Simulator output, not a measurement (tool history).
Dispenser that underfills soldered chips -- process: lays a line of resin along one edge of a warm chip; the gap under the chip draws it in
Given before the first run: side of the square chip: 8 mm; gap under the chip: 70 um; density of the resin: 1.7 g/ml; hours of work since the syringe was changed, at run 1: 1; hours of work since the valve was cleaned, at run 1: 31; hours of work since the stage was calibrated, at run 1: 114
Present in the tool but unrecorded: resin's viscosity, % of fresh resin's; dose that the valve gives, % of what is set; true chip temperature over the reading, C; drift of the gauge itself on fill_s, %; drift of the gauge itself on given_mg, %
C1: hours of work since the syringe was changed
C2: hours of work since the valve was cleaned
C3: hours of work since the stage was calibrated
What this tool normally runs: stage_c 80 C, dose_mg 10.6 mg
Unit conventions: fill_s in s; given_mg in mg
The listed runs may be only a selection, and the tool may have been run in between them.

Run 1, hour 0: usual settings; C1 1; C2 31; C3 114. Result: fill_s 80.7 s, given_mg 10.41 mg.
Run 2, hour 5.4: usual settings but stage_c 89 C; C1 5; C2 34; C3 117. Result: fill_s 64.3 s, given_mg 10.38 mg.
Run 3, hour 9.7: usual settings but dose_mg 10.2 mg; C1 8; C2 37; C3 120. Result: fill_s 116.3 s, given_mg 9.98 mg.
At hour 10.5: new syringe of resin.
Run 4, hour 15: usual settings; C1 3; C2 40; C3 123. Result: fill_s 90.1 s, given_mg 10.31 mg.
Run 5, hour 18.9: usual settings; C1 5; C2 43; C3 126. Result: fill_s 104.1 s, given_mg 10.31 mg.
Run 6, hour 21.8: usual settings but stage_c 92 C; C1 7; C2 45; C3 128. Result: fill_s 69 s, given_mg 10.32 mg.
At hour 23.1: new syringe of resin.
Run 7, hour 27.8: usual settings; C1 3; C2 48; C3 131. Result: fill_s 87.2 s, given_mg 10.3 mg.
Run 8, hour 31.5: usual settings; C1 5; C2 51; C3 134. Result: fill_s 102.2 s, given_mg 10.26 mg.
At hour 33: dispensing valve cleaned and set on the balance.
Run 9, hour 35.5: usual settings but stage_c 87 C; C1 7; C2 2; C3 136. Result: fill_s 85.1 s, given_mg 10.56 mg.
At hour 36.6: new syringe of resin.
Run 10, hour 40.7: usual settings; C1 3; C2 5; C3 139. Result: fill_s 87.3 s, given_mg 10.58 mg.
Run 11, hour 45.2: usual settings; C1 6; C2 8; C3 142. Result: fill_s 103 s, given_mg 10.53 mg.
At hour 49.1: new syringe of resin.
Run 12, hour 49.6: usual settings but dose_mg 11.2 mg; C1 0; C2 10; C3 144. Result: fill_s 74.6 s, given_mg 11.17 mg.
Run 13, hour 53.3: usual settings but dose_mg 11.2 mg; C1 3; C2 13; C3 147. Result: fill_s 86.9 s, given_mg 11.12 mg.
Run 14, hour 58.2: usual settings but dose_mg 11.2 mg; C1 6; C2 16; C3 150. Result: fill_s 105.2 s, given_mg 11.14 mg.
At hour 61.5: new syringe of resin.
Run 15, hour 61.8: usual settings; C1 0; C2 18; C3 152. Result: fill_s 77.5 s, given_mg 10.53 mg.
Run 16, hour 66.6: usual settings but stage_c 86 C; C1 3; C2 21; C3 155. Result: fill_s 71.5 s, given_mg 10.53 mg.
Run 17, hour 71: usual settings but dose_mg 9.8 mg; C1 6; C2 24; C3 158. Result: fill_s 113.7 s, given_mg 9.66 mg.
At hour 73.8: new syringe of resin.
Run 18, hour 75.4: usual settings but stage_c 78 C; C1 1; C2 27; C3 161. Result: fill_s 88 s, given_mg 10.49 mg.
Run 19, hour 80.9: usual settings but stage_c 95 C, dose_mg 9.1 mg; C1 5; C2 30; C3 164. Result: fill_s 53.5 s, given_mg 8.94 mg.
Run 20, hour 85.7: usual settings but stage_c 76 C, dose_mg 12.2 mg; C1 8; C2 33; C3 167. Result: fill_s 139.6 s, given_mg 11.99 mg.
At hour 86.4: new syringe of resin.
Run 21, hour 91.7: usual settings but stage_c 76 C, dose_mg 12.2 mg; C1 3; C2 37; C3 171. Result: fill_s 108.6 s, given_mg 11.95 mg.
Run 22, hour 96: usual settings but stage_c 76 C, dose_mg 12.2 mg; C1 6; C2 40; C3 174. Result: fill_s 128.5 s, given_mg 11.93 mg.
At hour 98.9: new syringe of resin.
Run 23, hour 101.7: usual settings but stage_c 76 C, dose_mg 12.2 mg; C1 2; C2 43; C3 177. Result: fill_s 100.5 s, given_mg 11.9 mg.
Run 24, hour 104.7: usual settings but stage_c 76 C, dose_mg 12.2 mg; C1 4; C2 45; C3 179. Result: fill_s 112.6 s, given_mg 11.95 mg.
Run 25, hour 108.3: usual settings but stage_c 84 C, dose_mg 10.1 mg; C1 6; C2 48; C3 182. Result: fill_s 93.2 s, given_mg 9.83 mg.
At hour 111.3: new syringe of resin.
Run 26, hour 112: usual settings but stage_c 69 C, dose_mg 10 mg; C1 0; C2 50; C3 184. Result: fill_s 132.8 s, given_mg 9.73 mg.
At hour 114.8: dispensing valve cleaned and set on the balance.
Run 27, hour 115.5: usual settings but stage_c 69 C, dose_mg 10 mg; C1 2; C2 0; C3 185. Result: fill_s 146.3 s, given_mg 9.94 mg.
Run 28, hour 119.2: usual settings but stage_c 79 C, dose_mg 9.3 mg; C1 4; C2 3; C3 188. Result: fill_s 105.9 s, given_mg 9.27 mg.
Run 29, hour 123.3: usual settings but stage_c 79 C, dose_mg 9.3 mg; C1 7; C2 6; C3 190. Result: fill_s 125.7 s, given_mg 9.27 mg.
At hour 124.8: new syringe of resin.
Run 30, hour 128: usual settings but stage_c 77 C, dose_mg 11.3 mg; C1 2; C2 8; C3 193. Result: fill_s 99.1 s, given_mg 11.21 mg.
Run 31, hour 131.1: usual settings but stage_c 66 C, dose_mg 12.5 mg; C1 4; C2 10; C3 195. Result: fill_s 184.5 s, given_mg 12.4 mg.
Run 32, hour 136.5: usual settings but dose_mg 10 mg; C1 8; C2 14; C3 199. Result: fill_s 121.4 s, given_mg 9.94 mg.
At hour 137.6: new syringe of resin.
Run 33, hour 142.4: usual settings but dose_mg 10 mg; C1 3; C2 17; C3 202. Result: fill_s 95.3 s, given_mg 9.89 mg.
Run 34, hour 145.4: usual settings but stage_c 94 C, dose_mg 13.3 mg; C1 5; C2 19; C3 204. Result: fill_s 52.8 s, given_mg 13.2 mg.
Run 35, hour 148.3: usual settings but stage_c 66 C, dose_mg 11.1 mg; C1 7; C2 21; C3 206. Result: fill_s 227.9 s, given_mg 10.95 mg.

The logged runs with the hidden state left out (each run's random variation unchanged):
run  fill_s  given_mg
  1    72.4     10.62
  2    46.8     10.61
  3    71.3     10.22
  4    71.6     10.58
  5    71.2     10.59
  6    42.2     10.61
  7    70.4     10.61
  8    71.2     10.59
  9    53.4     10.57
 10    71.8     10.61
 11    71.2     10.58
 12    70.4     11.23
 13    71.2     11.19
 14    71.1     11.23
 15    71.6     10.63
 16    54.8     10.65
 17    73.2      9.79
 18    79.3     10.64
 19      39      9.08
 20    84.1      12.2
 21    84.9     12.19
 22    85.3     12.19
 23    84.1     12.18
 24    84.2     12.24
 25    60.2     10.09
 26   121.8        10
 27   122.4      9.95
 28    76.9      9.29
 29    77.8      9.31
 30    82.5     11.27
 31   135.7     12.48
 32    72.6     10.03
 33    74.3      9.99
 34    36.7     13.35
 35   140.8     11.09
